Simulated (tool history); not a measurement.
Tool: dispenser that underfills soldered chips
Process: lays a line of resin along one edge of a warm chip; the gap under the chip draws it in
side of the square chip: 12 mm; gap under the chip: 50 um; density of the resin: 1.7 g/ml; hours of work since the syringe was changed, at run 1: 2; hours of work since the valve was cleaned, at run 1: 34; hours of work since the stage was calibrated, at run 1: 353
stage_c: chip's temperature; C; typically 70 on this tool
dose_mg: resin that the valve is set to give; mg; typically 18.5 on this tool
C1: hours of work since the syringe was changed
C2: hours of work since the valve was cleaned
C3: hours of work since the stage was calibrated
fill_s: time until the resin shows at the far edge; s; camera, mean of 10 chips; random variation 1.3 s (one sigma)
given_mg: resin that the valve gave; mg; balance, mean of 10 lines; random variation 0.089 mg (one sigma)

{"run": 1, "hour": 0.0, "stage_c": 70, "dose_mg": 18.5, "C1": 2, "C2": 34, "C3": 353, "fill_s": 152.3, "given_mg": 17.84}
{"hour": 10.1, "done": "new syringe of resin"}
{"run": 2, "hour": 11.0, "stage_c": 70, "dose_mg": 18.5, "C1": 1, "C2": 42, "C3": 361, "fill_s": 153.1, "given_mg": 17.8}
{"hour": 21.7, "done": "new syringe of resin"}
{"run": 3, "hour": 21.7, "stage_c": 76, "dose_mg": 18.5, "C1": 0, "C2": 50, "C3": 369, "fill_s": 107.3, "given_mg": 17.66}
{"hour": 33.3, "done": "new syringe of resin"}
{"run": 4, "hour": 33.5, "stage_c": 76, "dose_mg": 18.5, "C1": 0, "C2": 59, "C3": 378, "fill_s": 107.2, "given_mg": 17.46}
{"run": 5, "hour": 43.1, "stage_c": 64, "dose_mg": 18.5, "C1": 8, "C2": 66, "C3": 385, "fill_s": 274.1, "given_mg": 17.46}
{"hour": 45.0, "done": "new syringe of resin"}
{"run": 6, "hour": 53.2, "stage_c": 64, "dose_mg": 18.5, "C1": 6, "C2": 74, "C3": 393, "fill_s": 268.5, "given_mg": 17.28}
{"hour": 56.9, "done": "new syringe of resin"}
{"run": 7, "hour": 65.3, "stage_c": 70, "dose_mg": 23.9, "C1": 6, "C2": 83, "C3": 402, "fill_s": 185.6, "given_mg": 22.25}
{"hour": 68.7, "done": "new syringe of resin"}
{"run": 8, "hour": 76.2, "stage_c": 70, "dose_mg": 18.5, "C1": 6, "C2": 91, "C3": 410, "fill_s": 187.3, "given_mg": 17.04}
{"hour": 80.1, "done": "new syringe of resin"}
{"run": 9, "hour": 84.7, "stage_c": 70, "dose_mg": 18.5, "C1": 4, "C2": 97, "C3": 417, "fill_s": 170.0, "given_mg": 16.85}
{"hour": 91.8, "done": "new syringe of resin"}
{"run": 10, "hour": 96.7, "stage_c": 70, "dose_mg": 18.5, "C1": 4, "C2": 106, "C3": 425, "fill_s": 177.7, "given_mg": 16.9}
{"hour": 103.7, "done": "new syringe of resin"}
{"run": 11, "hour": 105.6, "stage_c": 85, "dose_mg": 18.5, "C1": 1, "C2": 113, "C3": 432, "fill_s": 73.4, "given_mg": 16.55}
{"hour": 115.3, "done": "new syringe of resin"}
{"run": 12, "hour": 116.9, "stage_c": 85, "dose_mg": 18.5, "C1": 1, "C2": 121, "C3": 441, "fill_s": 72.7, "given_mg": 16.61}
{"hour": 126.8, "done": "new syringe of resin"}
{"run": 13, "hour": 128.3, "stage_c": 85, "dose_mg": 18.5, "C1": 1, "C2": 130, "C3": 449, "fill_s": 72.6, "given_mg": 16.33}
{"hour": 137.3, "done": "dispensing valve cleaned and set on the balance"}
{"hour": 139.6, "done": "new syringe of resin"}
{"run": 14, "hour": 141.0, "stage_c": 70, "dose_mg": 18.5, "C1": 1, "C2": 3, "C3": 458, "fill_s": 159.6, "given_mg": 18.41}
{"run": 15, "hour": 149.7, "stage_c": 70, "dose_mg": 18.5, "C1": 8, "C2": 9, "C3": 465, "fill_s": 202.0, "given_mg": 18.43}
{"hour": 151.0, "done": "new syringe of resin"}
{"run": 16, "hour": 161.5, "stage_c": 70, "dose_mg": 20.9, "C1": 8, "C2": 18, "C3": 473, "fill_s": 207.2, "given_mg": 20.68}
{"hour": 162.7, "done": "new syringe of resin"}
{"run": 17, "hour": 167.6, "stage_c": 56, "dose_mg": 22.2, "C1": 4, "C2": 23, "C3": 478, "fill_s": 393.0, "given_mg": 21.8}
{"hour": 175.0, "done": "new syringe of resin"}
{"run": 18, "hour": 176.2, "stage_c": 56, "dose_mg": 22.2, "C1": 1, "C2": 29, "C3": 484, "fill_s": 359.1, "given_mg": 21.72}
{"run": 19, "hour": 183.4, "stage_c": 56, "dose_mg": 22.2, "C1": 7, "C2": 35, "C3": 490, "fill_s": 442.2, "given_mg": 21.56}
{"hour": 186.5, "done": "new syringe of resin"}
{"run": 20, "hour": 190.0, "stage_c": 67, "dose_mg": 16.4, "C1": 3, "C2": 39, "C3": 495, "fill_s": 211.6, "given_mg": 15.84}
{"hour": 195.3, "done": "stage's temperature calibrated"}
{"hour": 199.4, "done": "new syringe of resin"}
{"run": 21, "hour": 200.0, "stage_c": 67, "dose_mg": 16.4, "C1": 0, "C2": 46, "C3": 3, "fill_s": 156.0, "given_mg": 15.67}
{"run": 22, "hour": 207.6, "stage_c": 67, "dose_mg": 19.1, "C1": 6, "C2": 52, "C3": 9, "fill_s": 186.7, "given_mg": 18.07}
{"hour": 210.8, "done": "new syringe of resin"}
{"run": 23, "hour": 216.3, "stage_c": 59, "dose_mg": 18.4, "C1": 4, "C2": 58, "C3": 16, "fill_s": 277.1, "given_mg": 17.48}
{"run": 24, "hour": 221.8, "stage_c": 59, "dose_mg": 18.4, "C1": 8, "C2": 63, "C3": 20, "fill_s": 325.1, "given_mg": 17.47}
{"hour": 223.2, "done": "new syringe of resin"}
{"run": 25, "hour": 228.0, "stage_c": 72, "dose_mg": 17.0, "C1": 4, "C2": 67, "C3": 24, "fill_s": 133.5, "given_mg": 15.79}
{"hour": 235.5, "done": "new syringe of resin"}
{"run": 26, "hour": 236.6, "stage_c": 65, "dose_mg": 21.8, "C1": 1, "C2": 74, "C3": 31, "fill_s": 172.4, "given_mg": 20.39}
{"run": 27, "hour": 243.0, "stage_c": 65, "dose_mg": 20.3, "C1": 6, "C2": 78, "C3": 36, "fill_s": 204.8, "given_mg": 19.01}
{"hour": 246.9, "done": "new syringe of resin"}
{"run": 28, "hour": 253.0, "stage_c": 68, "dose_mg": 17.6, "C1": 5, "C2": 86, "C3": 43, "fill_s": 173.2, "given_mg": 16.22}
{"hour": 259.2, "done": "new syringe of resin"}
{"run": 29, "hour": 260.6, "stage_c": 74, "dose_mg": 17.8, "C1": 1, "C2": 92, "C3": 49, "fill_s": 111.6, "given_mg": 16.53}
{"hour": 271.2, "done": "new syringe of resin"}
{"run": 30, "hour": 271.8, "stage_c": 74, "dose_mg": 17.8, "C1": 0, "C2": 100, "C3": 57, "fill_s": 107.3, "given_mg": 16.26}
{"hour": 282.8, "done": "new syringe of resin"}
{"run": 31, "hour": 283.7, "stage_c": 61, "dose_mg": 16.9, "C1": 1, "C2": 109, "C3": 66, "fill_s": 232.5, "given_mg": 15.3}

Below, some changes in fill_s between adjacent runs. For each, the amount present without the hidden state too (settings, incoming material, random variation) and the amount remaining for the hidden state with gauge scatter not shared by both compared results:
Hidden state present: resin's viscosity, % of fresh resin's; dose that the valve gives, % of what is set; true chip temperature over the reading, C; drift of the gauge itself on fill_s, %; drift of the gauge itself on given_mg, %.
Run 4 -> 5: stage_c 76 -> 64. fill_s +166.9 s: hidden state +83.0, all else +83.9.
Run 16 -> 17: stage_c 70 -> 56, dose_mg 20.9 -> 22.2, new syringe of resin. fill_s +185.8 s: hidden state +34.3, all else +151.5.
Run 18 -> 19: no setting changed, nothing entered. fill_s +83.1 s: hidden state +81.1, all else +2.0.
Run 19 -> 20: stage_c 56 -> 67, dose_mg 22.2 -> 16.4, new syringe of resin. fill_s -230.6 s: hidden state -102.7, all else -127.9.
Run 24 -> 25: stage_c 59 -> 72, dose_mg 18.4 -> 17.0, new syringe of resin. fill_s -191.6 s: hidden state -70.6, all else -121.0.

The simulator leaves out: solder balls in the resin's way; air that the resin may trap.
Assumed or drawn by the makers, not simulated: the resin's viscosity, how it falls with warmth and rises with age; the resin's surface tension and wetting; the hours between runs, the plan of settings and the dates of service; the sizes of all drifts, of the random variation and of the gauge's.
